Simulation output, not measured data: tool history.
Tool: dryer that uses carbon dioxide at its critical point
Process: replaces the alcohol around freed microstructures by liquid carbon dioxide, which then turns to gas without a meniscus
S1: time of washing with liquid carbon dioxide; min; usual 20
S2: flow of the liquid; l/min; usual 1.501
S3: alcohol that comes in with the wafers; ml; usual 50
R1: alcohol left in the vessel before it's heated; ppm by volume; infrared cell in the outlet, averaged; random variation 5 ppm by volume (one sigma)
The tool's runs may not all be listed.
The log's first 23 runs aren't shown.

{"run": 24, "day": 8.404, "S1": 24, "S2": 1.88, "S3": 50, "R1": 31}
{"run": 25, "day": 8.658, "S1": 17, "S2": 1.3, "S3": 50, "R1": 162}
{"run": 26, "day": 9.121, "S1": 27, "S2": 1.12, "S3": 81, "R1": 71}
{"run": 27, "day": 9.496, "S1": 27, "S2": 1.12, "S3": 81, "R1": 70}
{"run": 28, "day": 9.954, "S1": 19, "S2": 1.12, "S3": 81, "R1": 281}
{"run": 29, "day": 10.275, "S1": 19, "S2": 1.12, "S3": 81, "R1": 289}
{"run": 30, "day": 10.771, "S1": 17, "S2": 2.17, "S3": 24, "R1": 36}
{"run": 31, "day": 11.029, "S1": 12, "S2": 1.501, "S3": 28, "R1": 213}
{"run": 32, "day": 11.308, "S1": 12, "S2": 2.11, "S3": 25, "R1": 73}
{"run": 33, "day": 11.679, "S1": 14, "S2": 1.13, "S3": 50, "R1": 524}
{"run": 34, "day": 12.012, "S1": 14, "S2": 1.13, "S3": 50, "R1": 540}

Forecast each of these 4 alternatives for the next run:
{"run": "A", "day": 12.579, "S1": 17, "S2": 1.501, "S3": 47, "R1": "?"}
{"run": "B", "day": 12.579, "S1": 32, "S2": 2.55, "S3": 50, "R1": "?"}
{"run": "C", "day": 12.579, "S1": 18, "S2": 1.13, "S3": 50, "R1": "?"}
{"run": "D", "day": 12.579, "S1": 14, "S2": 1.13, "S3": 25, "R1": "?"}

run=A R1=95
run=B R1=32
run=C R1=232
run=D R1=279
Without the tool's hidden state the same runs would have given:
run=A R1=50
run=B R1=4
run=C R1=163
run=D R1=211

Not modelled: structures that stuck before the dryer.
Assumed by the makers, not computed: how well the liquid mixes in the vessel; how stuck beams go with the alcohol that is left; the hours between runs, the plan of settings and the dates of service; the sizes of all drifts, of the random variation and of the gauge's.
